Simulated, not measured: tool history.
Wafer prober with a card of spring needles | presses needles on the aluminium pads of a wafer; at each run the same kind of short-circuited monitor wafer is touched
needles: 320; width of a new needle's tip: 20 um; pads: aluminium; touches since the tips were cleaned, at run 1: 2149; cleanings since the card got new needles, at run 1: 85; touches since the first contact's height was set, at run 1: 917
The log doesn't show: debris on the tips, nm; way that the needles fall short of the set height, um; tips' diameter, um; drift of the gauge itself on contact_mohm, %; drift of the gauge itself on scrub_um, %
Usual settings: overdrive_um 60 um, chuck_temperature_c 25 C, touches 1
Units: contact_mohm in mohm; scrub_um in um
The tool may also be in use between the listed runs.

run	hour	overdrive_um	chuck_temperature_c	touches	touches since the tips were cleaned	cleanings since the card got new needles	touches since the first contact's height was set	contact_mohm	scrub_um
1	0	60	25	1	2149	85	917	286	12.68
# hour 2.1: tips cleaned on abrasive film
# hour 12.1: tips cleaned on abrasive film
# hour 22.1: tips cleaned on abrasive film
# hour 32: tips cleaned on abrasive film
# hour 42: tips cleaned on abrasive film
2	44.5	60	25	1	759	90	14612	232	12.63
# hour 50.5: tips cleaned on abrasive film
# hour 60.5: tips cleaned on abrasive film
# hour 70.5: tips cleaned on abrasive film
# hour 80.5: tips cleaned on abrasive film
3	81.4	60	25	1	298	94	26000	209	12.59
# hour 89.4: tips cleaned on abrasive film
# hour 99.4: tips cleaned on abrasive film
# hour 107.4: tips cleaned on abrasive film
# hour 117.4: tips cleaned on abrasive film, once more
# hour 127.4: tips cleaned on abrasive film
# hour 135.4: tips cleaned on abrasive film
# hour 145.4: tips cleaned on abrasive film
4	152.7	46	25	1	2270	101	47982	397	9.55
# hour 154.8: tips cleaned on abrasive film
# hour 164.8: tips cleaned on abrasive film
# hour 174.8: tips cleaned on abrasive film
# hour 184.7: tips cleaned on abrasive film
# hour 194.7: tips cleaned on abrasive film
# hour 204.7: tips cleaned on abrasive film
# hour 214.7: tips cleaned on abrasive film
# hour 224.7: tips cleaned on abrasive film
5	231	60	57	1	1954	109	72114	291	12.39
# hour 233.1: tips cleaned on abrasive film
# hour 243: tips cleaned on abrasive film
# hour 253: tips cleaned on abrasive film
# hour 261: tips cleaned on abrasive film
# hour 271: tips cleaned on abrasive film
# hour 281: tips cleaned on abrasive film
# hour 289: tips cleaned on abrasive film
# hour 299: tips cleaned on abrasive film
6	300.5	60	57	3	473	117	93531	206	12.28
# hour 308.5: tips cleaned on abrasive film
# hour 318.5: tips cleaned on abrasive film
# hour 328.5: tips cleaned on abrasive film
# hour 336.6: tips cleaned on abrasive film
7	336.6	60	25	1	0	121	104630	193	12.27
# hour 344.6: tips cleaned on abrasive film
# hour 354.6: tips cleaned on abrasive film
# hour 362.6: tips cleaned on abrasive film
# hour 372.6: tips cleaned on abrasive film
# hour 382.6: tips cleaned on abrasive film
# hour 392.6: tips cleaned on abrasive film
# hour 402.6: tips cleaned on abrasive film
# hour 408.8: height of the first contact set anew
# hour 412.9: tips cleaned on abrasive film
8	413	60	25	1	59	129	1291	200	12.72
# hour 421.1: tips cleaned on abrasive film
# hour 431: tips cleaned on abrasive film
# hour 441: tips cleaned on abrasive film
# hour 451: tips cleaned on abrasive film
9	458.1	60	25	1	2214	133	15210	310	12.63
# hour 460.2: tips cleaned on abrasive film
# hour 470.2: tips cleaned on abrasive film
# hour 480.2: tips cleaned on abrasive film
# hour 490.2: tips cleaned on abrasive film
# hour 500.2: tips cleaned on abrasive film
# hour 510.1: tips cleaned on abrasive film
# hour 520.1: tips cleaned on abrasive film
10	521.8	60	25	1	503	140	34809	231	12.53
# hour 529.8: tips cleaned on abrasive film
# hour 539.8: tips cleaned on abrasive film
# hour 549.7: tips cleaned on abrasive film
# hour 559.7: tips cleaned on abrasive film
# hour 569.7: tips cleaned on abrasive film
# hour 579.7: tips cleaned on abrasive film
# hour 589.7: tips cleaned on abrasive film
# hour 598.4: tips cleaned on abrasive film
11	598.4	60	25	1	0	148	58443	196	12.45
# hour 608.4: tips cleaned on abrasive film
# hour 616.4: tips cleaned on abrasive film
# hour 626.4: tips cleaned on abrasive film
# hour 636.4: tips cleaned on abrasive film
12	640.6	55	29	2	1317	152	71465	257	11.31
# hour 644.7: tips cleaned on abrasive film
# hour 654.7: tips cleaned on abrasive film
# hour 664.7: tips cleaned on abrasive film
# hour 672.7: tips cleaned on abrasive film
13	677	72	29	2	1344	156	82668	211	14.89
# hour 681.1: tips cleaned on abrasive film
# hour 691: tips cleaned on abrasive film
# hour 701: tips cleaned on abrasive film
# hour 711: tips cleaned on abrasive film
# hour 721: tips cleaned on abrasive film
14	728.1	56	55	1	2221	161	98438	335	11.45
# hour 730.2: tips cleaned on abrasive film
# hour 740.2: tips cleaned on abrasive film
# hour 750.2: tips cleaned on abrasive film
# hour 760.2: tips cleaned on abrasive film
# hour 770.2: tips cleaned on abrasive film
# hour 780.2: tips cleaned on abrasive film
15	786.7	75	46	1	2053	167	116508	261	15.41
# hour 788.8: tips cleaned on abrasive film
# hour 798.8: tips cleaned on abrasive film
# hour 808.8: tips cleaned on abrasive film
# hour 818.8: tips cleaned on abrasive film
# hour 819.1: height of the first contact set anew
16	820.3	60	54	1	390	171	390	228	12.74
# hour 828.4: tips cleaned on abrasive film
# hour 838.3: tips cleaned on abrasive film
# hour 848.3: tips cleaned on abrasive film
# hour 856.3: tips cleaned on abrasive film
# hour 866.3: tips cleaned on abrasive film
# hour 876.3: tips cleaned on abrasive film
# hour 886.3: tips cleaned on abrasive film
17	889.7	60	54	1	1062	178	21781	266	12.69
# hour 895.8: tips cleaned on abrasive film
# hour 903.8: tips cleaned on abrasive film
# hour 913.8: tips cleaned on abrasive film
# hour 923.7: tips cleaned on abrasive film
# hour 933.7: tips cleaned on abrasive film
18	940.5	46	27	2	2101	183	37435	321	9.59
# hour 942.6: tips cleaned on abrasive film
# hour 950.6: tips cleaned on abrasive film
# hour 960.6: tips cleaned on abrasive film
# hour 968.6: tips cleaned on abrasive film
# hour 978.6: tips cleaned on abrasive film
# hour 986.6: tips cleaned on abrasive film
19	987.4	40	27	2	247	189	51850	236	8.25
# hour 995.4: tips cleaned on abrasive film
# hour 1005.4: tips cleaned on abrasive film
# hour 1015.4: tips cleaned on abrasive film
# hour 1025.3: tips cleaned on abrasive film
# hour 1035.3: tips cleaned on abrasive film
# hour 1045.3: tips cleaned on abrasive film
20	1049.2	60	25	2	1219	195	70935	229	12.35
# hour 1055.3: tips cleaned on abrasive film
# hour 1065.3: tips cleaned on abrasive film
# hour 1075.2: tips cleaned on abrasive film
# hour 1085.2: tips cleaned on abrasive film
21	1090.9	60	25	2	1756	199	83779	257	12.36
# hour 1094.9: tips cleaned on abrasive film
# hour 1104.9: tips cleaned on abrasive film
# hour 1114.9: tips cleaned on abrasive film
# hour 1122.9: tips cleaned on abrasive film
# hour 1132.9: tips cleaned on abrasive film
22	1132.9	60	25	1	4	204	96720	206	12.21

Forecast each of these 4 alternatives for the next run:
# hour 1141.3: tips cleaned on abrasive film
# hour 1151.2: tips cleaned on abrasive film
# hour 1159.3: tips cleaned on abrasive film
# hour 1169.2: tips cleaned on abrasive film
# hour 1179.2: tips cleaned on abrasive film
A	1179.9	63	41	1	198	209	111190	?	?
# hour 1141.3: tips cleaned on abrasive film
# hour 1151.2: tips cleaned on abrasive film
# hour 1159.3: tips cleaned on abrasive film
# hour 1169.2: tips cleaned on abrasive film
# hour 1179.2: tips cleaned on abrasive film
B	1179.9	67	31	1	198	209	111190	?	?
# hour 1141.3: tips cleaned on abrasive film
# hour 1151.2: tips cleaned on abrasive film
# hour 1159.3: tips cleaned on abrasive film
# hour 1169.2: tips cleaned on abrasive film
# hour 1179.2: tips cleaned on abrasive film
C	1179.9	62	37	1	198	209	111190	?	?
# hour 1141.3: tips cleaned on abrasive film
# hour 1151.2: tips cleaned on abrasive film
# hour 1159.3: tips cleaned on abrasive film
# hour 1169.2: tips cleaned on abrasive film
# hour 1179.2: tips cleaned on abrasive film
D	1179.9	51	106	1	198	209	111190	?	?

run	contact_mohm	scrub_um
A	215	12.85
B	210	13.75
C	214	12.61
D	245	10.23
Without the tool's hidden state the same runs would have given:
run	contact_mohm	scrub_um
A	179	13.37
B	177	14.26
C	177	13.13
D	195	10.75
